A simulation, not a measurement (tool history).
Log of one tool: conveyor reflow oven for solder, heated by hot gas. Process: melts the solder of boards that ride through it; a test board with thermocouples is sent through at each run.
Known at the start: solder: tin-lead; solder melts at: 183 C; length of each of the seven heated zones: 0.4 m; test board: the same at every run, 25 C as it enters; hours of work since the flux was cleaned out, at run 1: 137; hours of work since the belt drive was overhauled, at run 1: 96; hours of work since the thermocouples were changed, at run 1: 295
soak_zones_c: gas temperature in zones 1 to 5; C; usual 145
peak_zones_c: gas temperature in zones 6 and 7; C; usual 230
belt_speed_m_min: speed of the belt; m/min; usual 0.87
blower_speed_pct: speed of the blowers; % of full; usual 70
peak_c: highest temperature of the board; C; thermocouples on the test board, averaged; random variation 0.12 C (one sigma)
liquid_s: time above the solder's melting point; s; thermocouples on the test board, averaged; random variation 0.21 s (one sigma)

run     day  soak_zones_c  peak_zones_c  belt_speed_m_min  blower_speed_pct  hours of work since the flux was cleaned out  hours of work since the belt drive was overhauled  hours of work since the thermocouples were changed  peak_c  liquid_s
  1       0           145           230              0.87                70                                           137                                                 96                                                 295   212.1      39.1
  2   0.808           145           230             0.703                70                                           152                                                111                                                 310   218.4      54.5
  3   1.571           145           230             0.703                70                                           165                                                125                                                 323   218.1      55.1
  4   2.054           145           230             0.703                70                                           174                                                134                                                 332     218      54.9
      2.312  -- flux residue cleaned out of gas plates and filters
  5   2.617           145           230             0.703                70                                             5                                                140                                                 339   218.5      55.4
  6   3.008           145           230             0.703                70                                            13                                                147                                                 346   218.3      55.4
  7   3.521           145           230             0.703                70                                            22                                                156                                                 355   218.3      55.2
  8   3.904           145           230             0.703                70                                            29                                                163                                                 362   218.5      55.1
  9   4.675           145           230             0.703                70                                            43                                                177                                                 376   218.2      55.2
 10   5.117           145           230             0.703                70                                            51                                                185                                                 384   218.4      55.4
 11   5.796           145           221              0.87                70                                            63                                                197                                                 396   204.7      34.3
 12   6.612           145           221              0.87                70                                            78                                                212                                                 411     205      34.4
 13   7.058           145           221              0.87                70                                            86                                                220                                                 419   204.7      34.2
 14   7.629           145           221              0.87                70                                            96                                                230                                                 429   204.8      34.6
 15   8.233           145           221              0.87                70                                           107                                                241                                                 440   204.8      34.3
 16   8.979           145           221              0.87                70                                           120                                                255                                                 453   204.8      34.3
 17   9.512           145           219             0.777                70                                           130                                                264                                                 463   206.2      40.7
 18  10.275           152           219             0.777                70                                           144                                                278                                                 477   207.4      44.5
 19  10.896           133           230              0.87                70                                           155                                                289                                                 488   209.2      34.8
 20  11.371           152           230             1.009                62                                           163                                                298                                                 497   206.5      31.4
     11.596  -- belt drive overhauled, speed set with a stopwatch
 21  12.004           141           227             0.759                70                                           172                                                  7                                                 505   212.9      46.5
     12.346  -- flux residue cleaned out of gas plates and filters
 22  12.633           141           222             0.791                78                                             5                                                 15                                                 513   209.5      42.7
     13.379  -- belt drive overhauled, speed set with a stopwatch, once more
 23  13.562           141           230             0.791                79                                            19                                                  3                                                 526   216.3      46.3
 24  14.279           141           230             0.791                79                                            32                                                 16                                                 539   216.3      45.9
     15.125  -- thermocouples of zones 6 and 7 changed
 25  15.125           141           230             0.791                79                                            46                                                 30                                                   0   216.4      46.4
 26  15.708           141           230             0.791                79                                            56                                                 41                                                  11   216.3        46
 27  16.271           149           225              0.87                80                                            66                                                 51                                                  21     211      40.6
 28  16.679           147           230              0.87                70                                            74                                                 58                                                  28   212.9      41.1
 29  17.262           149           241             0.861                70                                            84                                                 69                                                  39   222.8      47.6
 30  17.938           149           241             0.873                74                                            96                                                 81                                                  51   223.4      46.8

Forecast each of these 3 alternatives for the next run:
  A  18.496           149           241             1.003                55                                           106                                                 91                                                  61       ?         ?
  B  18.496           160           230             0.935                65                                           106                                                 91                                                  61       ?         ?
  C  18.496           145           222             0.887                70                                           106                                                 91                                                  61       ?         ?

run  peak_c  liquid_s
  A   212.6      34.5
  B   212.4      41.5
  C   205.2      33.8
Without the tool's hidden state the same runs would have given:
run  peak_c  liquid_s
  A   212.7      34.5
  B   212.3      41.4
  C   205.2      33.8
